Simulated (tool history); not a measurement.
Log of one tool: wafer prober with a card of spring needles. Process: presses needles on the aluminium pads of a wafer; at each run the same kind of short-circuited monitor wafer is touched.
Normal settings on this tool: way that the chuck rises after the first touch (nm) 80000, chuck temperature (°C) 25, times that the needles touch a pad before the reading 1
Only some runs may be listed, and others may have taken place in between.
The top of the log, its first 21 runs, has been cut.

| run | hour | way that the chuck rises after the first touch (nm) | chuck temperature (°C) | times that the needles touch a pad before the reading | resistance of one needle with its contact and lead (mohm) | way that a needle slides on the pad (nm) |
|---|---|---|---|---|---|---|
|  | 909.6 | tips cleaned on abrasive film |
| 22 | 923.2 | 69000 | 76 | 1 | 284 | 12560 |
|  | 937.6 | tips cleaned on abrasive film |
|  | 967.4 | tips cleaned on abrasive film |
| 23 | 967.4 | 60000 | 39 | 1 | 247 | 10980 |
|  | 994.5 | tips cleaned on abrasive film |
|  | 1023.6 | tips cleaned on abrasive film |
| 24 | 1025.9 | 69000 | 39 | 2 | 248 | 12610 |
|  | 1051.3 | tips cleaned on abrasive film |
| 25 | 1077.0 | 75000 | 39 | 1 | 278 | 13700 |
|  | 1081.8 | tips cleaned on abrasive film |
|  | 1111.3 | tips cleaned on abrasive film |
| 26 | 1111.4 | 61000 | 39 | 3 | 245 | 11130 |
|  | 1139.2 | tips cleaned on abrasive film |
| 27 | 1142.6 | 61000 | 39 | 3 | 245 | 11090 |
|  | 1166.7 | tips cleaned on abrasive film |
| 28 | 1174.1 | 93000 | 25 | 1 | 255 | 16980 |
|  | 1193.8 | tips cleaned on abrasive film |
| 29 | 1211.0 | 65000 | 35 | 1 | 290 | 11760 |
|  | 1221.1 | tips cleaned on abrasive film |
|  | 1252.3 | tips cleaned on abrasive film |
| 30 | 1257.9 | 72000 | 88 | 2 | 270 | 12990 |
|  | 1282.3 | tips cleaned on abrasive film |
| 31 | 1283.1 | 72000 | 88 | 2 | 257 | 13100 |
|  | 1311.2 | tips cleaned on abrasive film |
| 32 | 1312.6 | 83000 | 33 | 1 | 249 | 15090 |

Consider 3 possible next runs. They are alternatives, not a sequence: every one starts from the tool as it was left by run 32. What does each give?
|  | 1340.8 | tips cleaned on abrasive film |
| A | 1346.8 | 67000 | 33 | 2 | ? | ? |
|  | 1340.8 | tips cleaned on abrasive film |
| B | 1346.8 | 83000 | 26 | 1 | ? | ? |
|  | 1340.8 | tips cleaned on abrasive film |
| C | 1346.8 | 83000 | 56 | 2 | ? | ? |

| run | resistance of one needle with its contact and lead (mohm) | way that a needle slides on the pad (nm) |
|---|---|---|
| A | 262 | 12000 |
| B | 260 | 15070 |
| C | 258 | 15040 |
Take away the tool's hidden state, keep each run's random variation, and the runs would have read:
| run | resistance of one needle with its contact and lead (mohm) | way that a needle slides on the pad (nm) |
|---|---|---|
| A | 241 | 12400 |
| B | 236 | 15470 |
| C | 245 | 15440 |
